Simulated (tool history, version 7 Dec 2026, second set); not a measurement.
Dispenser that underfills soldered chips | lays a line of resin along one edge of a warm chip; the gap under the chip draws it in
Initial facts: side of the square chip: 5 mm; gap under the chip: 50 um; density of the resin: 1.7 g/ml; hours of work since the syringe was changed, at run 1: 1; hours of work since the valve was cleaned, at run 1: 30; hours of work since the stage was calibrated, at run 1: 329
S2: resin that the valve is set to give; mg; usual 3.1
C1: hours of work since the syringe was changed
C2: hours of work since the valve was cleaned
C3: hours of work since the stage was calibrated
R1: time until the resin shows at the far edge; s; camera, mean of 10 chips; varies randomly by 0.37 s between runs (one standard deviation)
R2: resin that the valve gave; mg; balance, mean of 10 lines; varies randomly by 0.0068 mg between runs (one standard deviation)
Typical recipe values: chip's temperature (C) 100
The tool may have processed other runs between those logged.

run 1 hour=0 | chip's_temperature_(C)=100 S2=3.1 | C1=1 C2=30 C3=329 | R1=21.1 R2=3.072
-- hour=8.7 new syringe of resin
run 2 hour=11.7 | chip's_temperature_(C)=100 S2=3.1 | C1=2 C2=38 C3=337 | R1=24.2 R2=3.065
-- hour=17.4 new syringe of resin
run 3 hour=21.2 | chip's_temperature_(C)=100 S2=3.1 | C1=3 C2=45 C3=344 | R1=24.2 R2=3.055
-- hour=26 new syringe of resin
run 4 hour=30.2 | chip's_temperature_(C)=100 S2=3.1 | C1=3 C2=50 C3=350 | R1=25.6 R2=3.063
-- hour=35 new syringe of resin
run 5 hour=39.9 | chip's_temperature_(C)=100 S2=3.1 | C1=3 C2=57 C3=356 | R1=26.1 R2=3.04
-- hour=43.6 new syringe of resin
run 6 hour=47.2 | chip's_temperature_(C)=100 S2=3.1 | C1=2 C2=62 C3=361 | R1=24.4 R2=3.027
-- hour=52.4 new syringe of resin
run 7 hour=53.6 | chip's_temperature_(C)=100 S2=3.1 | C1=1 C2=66 C3=365 | R1=21.2 R2=3.039
-- hour=62 new syringe of resin
run 8 hour=64.2 | chip's_temperature_(C)=111 S2=3.1 | C1=1 C2=73 C3=372 | R1=14.7 R2=3.037
-- hour=70.9 new syringe of resin
run 9 hour=74.6 | chip's_temperature_(C)=111 S2=3.1 | C1=3 C2=80 C3=379 | R1=16.2 R2=3.028
-- hour=80.2 new syringe of resin
-- hour=82.9 dispensing valve cleaned and set on the balance
run 10 hour=83.8 | chip's_temperature_(C)=111 S2=3.1 | C1=2 C2=1 C3=384 | R1=16.3 R2=3.113
-- hour=85.4 stage's temperature calibrated
-- hour=91 new syringe of resin
run 11 hour=96.4 | chip's_temperature_(C)=100 S2=3.1 | C1=4 C2=8 C3=7 | R1=27.2 R2=3.1
-- hour=99.9 new syringe of resin
run 12 hour=104 | chip's_temperature_(C)=100 S2=3.1 | C1=3 C2=13 C3=12 | R1=26.2 R2=3.088
-- hour=108.5 new syringe of resin
run 13 hour=110.9 | chip's_temperature_(C)=100 S2=2.99 | C1=2 C2=18 C3=17 | R1=24 R2=2.976
-- hour=117.6 new syringe of resin
run 14 hour=117.8 | chip's_temperature_(C)=100 S2=2.99 | C1=0 C2=22 C3=21 | R1=21.9 R2=2.976
run 15 hour=123.5 | chip's_temperature_(C)=100 S2=2.99 | C1=4 C2=26 C3=25 | R1=28.5 R2=2.965
-- hour=126.6 new syringe of resin
run 16 hour=130.5 | chip's_temperature_(C)=89 S2=3.11 | C1=3 C2=31 C3=30 | R1=37.7 R2=3.085
-- hour=135.9 new syringe of resin
run 17 hour=141.9 | chip's_temperature_(C)=89 S2=3.11 | C1=4 C2=39 C3=38 | R1=41.7 R2=3.067
-- hour=145 new syringe of resin
run 18 hour=150.7 | chip's_temperature_(C)=89 S2=3.11 | C1=4 C2=44 C3=43 | R1=43.2 R2=3.071
-- hour=154.3 new syringe of resin
-- hour=163.5 new syringe of resin
run 19 hour=163.9 | chip's_temperature_(C)=94 S2=3.15 | C1=0 C2=53 C3=52 | R1=25.7 R2=3.094
-- hour=172.4 new syringe of resin
run 20 hour=172.4 | chip's_temperature_(C)=94 S2=3.15 | C1=0 C2=59 C3=58 | R1=24.9 R2=3.102
run 21 hour=180.1 | chip's_temperature_(C)=95 S2=3.77 | C1=5 C2=64 C3=63 | R1=35.6 R2=3.698
-- hour=181.5 new syringe of resin
run 22 hour=189.5 | chip's_temperature_(C)=101 S2=3.04 | C1=5 C2=70 C3=69 | R1=30 R2=2.984
-- hour=191 new syringe of resin
run 23 hour=195.9 | chip's_temperature_(C)=100 S2=2.99 | C1=3 C2=74 C3=73 | R1=27.3 R2=2.926
-- hour=199.7 new syringe of resin
run 24 hour=202.1 | chip's_temperature_(C)=100 S2=2.99 | C1=2 C2=78 C3=77 | R1=24.6 R2=2.912
-- hour=208.4 new syringe of resin
run 25 hour=209.8 | chip's_temperature_(C)=109 S2=3.83 | C1=1 C2=83 C3=82 | R1=16.1 R2=3.739
-- hour=213.1 dispensing valve cleaned and set on the balance
-- hour=218.2 new syringe of resin
run 26 hour=219.9 | chip's_temperature_(C)=89 S2=3.46 | C1=1 C2=4 C3=89 | R1=33.9 R2=3.446
-- hour=226.9 new syringe of resin
run 27 hour=228.2 | chip's_temperature_(C)=95 S2=2.71 | C1=1 C2=10 C3=94 | R1=27.7 R2=2.694
-- hour=235.7 new syringe of resin
run 28 hour=235.7 | chip's_temperature_(C)=90 S2=3.83 | C1=0 C2=15 C3=99 | R1=28.6 R2=3.794

Selected run-to-run steps in R1, each split into two signed amounts: the part the tool would show with no hidden state at all (from settings, incoming material and random variation), and the remainder, which goes to the hidden state together with any gauge scatter not common to the measured and the hidden-state-free results:
Hidden state at play: resin's viscosity, % of fresh resin's; dose that the valve gives, % of what is set; true chip temperature over the reading, C; drift of the gauge itself on fill_s, %; drift of the gauge itself on given_mg, %.
Run 18 -> 19: chip's temperature (C) 89 -> 94, S2 3.11 -> 3.15, new syringe of resin, new syringe of resin. R1 -17.5 s: hidden state -11.3, all else -6.2.
Run 20 -> 21: chip's temperature (C) 94 -> 95, S2 3.15 -> 3.77. R1 +10.7 s: hidden state +11.2, all else -0.5.
Run 25 -> 26: chip's temperature (C) 109 -> 89, S2 3.83 -> 3.46, dispensing valve cleaned and set on the balance, new syringe of resin. R1 +17.8 s: hidden state +1.8, all else +16.
